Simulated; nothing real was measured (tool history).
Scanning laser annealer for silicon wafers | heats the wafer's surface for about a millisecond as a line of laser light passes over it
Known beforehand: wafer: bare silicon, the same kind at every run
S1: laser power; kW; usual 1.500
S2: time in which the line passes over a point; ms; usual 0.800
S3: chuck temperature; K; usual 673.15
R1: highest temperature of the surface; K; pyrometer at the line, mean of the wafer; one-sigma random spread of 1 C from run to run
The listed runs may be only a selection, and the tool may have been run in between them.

Run 1, hour 0.0: usual settings. Result: R1 1404.15 K.
Run 2, hour 22.0: usual settings. Result: R1 1403.15 K.
Run 3, hour 39.0: usual settings. Result: R1 1405.15 K.
Run 4, hour 56.2: usual settings but S3 653.15 K. Result: R1 1381.15 K.
Run 5, hour 76.9: usual settings but S3 653.15 K. Result: R1 1384.15 K.
Run 6, hour 92.7: usual settings but S3 653.15 K. Result: R1 1384.15 K.
Run 7, hour 115.2: usual settings but S3 653.15 K. Result: R1 1382.15 K.
Run 8, hour 131.3: usual settings. Result: R1 1402.15 K.
Run 9, hour 155.2: usual settings but S3 652.15 K. Result: R1 1383.15 K.
Run 10, hour 169.3: usual settings but S3 662.15 K. Result: R1 1392.15 K.
Run 11, hour 183.8: usual settings but S3 662.15 K. Result: R1 1394.15 K.
Run 12, hour 197.1: usual settings. Result: R1 1400.15 K.
Run 13, hour 221.3: usual settings. Result: R1 1402.15 K.
Run 14, hour 240.4: usual settings but S1 1.476 kW. Result: R1 1388.15 K.
Run 15, hour 258.3: usual settings but S1 1.537 kW, S2 0.748 ms, S3 635.15 K. Result: R1 1361.15 K.
Run 16, hour 281.2: usual settings but S1 1.456 kW, S2 0.588 ms, S3 681.15 K. Result: R1 1285.15 K.
Run 17, hour 298.9: usual settings but S1 1.456 kW, S2 0.865 ms, S3 695.15 K. Result: R1 1423.15 K.
Run 18, hour 322.4: usual settings but S1 1.456 kW, S2 0.865 ms, S3 695.15 K. Result: R1 1425.15 K.
Run 19, hour 334.7: usual settings but S1 1.456 kW, S2 0.865 ms, S3 695.15 K. Result: R1 1424.15 K.
Run 20, hour 348.7: usual settings but S1 1.634 kW, S2 0.953 ms, S3 710.15 K. Result: R1 1591.15 K.
Run 21, hour 367.0: usual settings but S1 1.506 kW, S2 0.912 ms, S3 656.15 K. Result: R1 1439.15 K.
Run 22, hour 383.9: usual settings but S1 1.468 kW, S2 0.866 ms, S3 656.15 K. Result: R1 1394.15 K.
Run 23, hour 404.8: usual settings but S2 0.883 ms, S3 691.15 K. Result: R1 1454.15 K.
Run 24, hour 427.1: usual settings but S1 1.489 kW, S2 0.883 ms, S3 691.15 K. Result: R1 1447.15 K.
Run 25, hour 443.9: usual settings but S1 1.489 kW, S2 0.883 ms, S3 691.15 K. Result: R1 1447.15 K.

Consider 5 possible next runs. They are alternatives, not a sequence: every one starts from the tool as it was left by run 25. What does each give?
Run A, hour 455.8: usual settings but S1 1.563 kW, S2 0.883 ms, S3 691.15 K. Result: R1 ?.
Run B, hour 455.8: usual settings but S1 1.453 kW, S2 0.563 ms, S3 648.15 K. Result: R1 ?.
Run C, hour 455.8: usual settings but S1 1.615 kW. Result: R1 ?.
Run D, hour 455.8: usual settings but S1 1.317 kW, S2 0.998 ms, S3 681.15 K. Result: R1 ?.
Run E, hour 455.8: usual settings but S1 1.489 kW, S2 0.883 ms, S3 712.15 K. Result: R1 ?.

run       R1
  A  1496.15
  B  1235.15
  C  1468.15
  D  1374.15
  E  1470.15
The same runs, with their run-to-run variation unchanged, on a tool lacking any hidden condition would have given:
run       R1
  A  1515.15
  B  1250.15
  C  1488.15
  D  1391.15
  E  1488.15
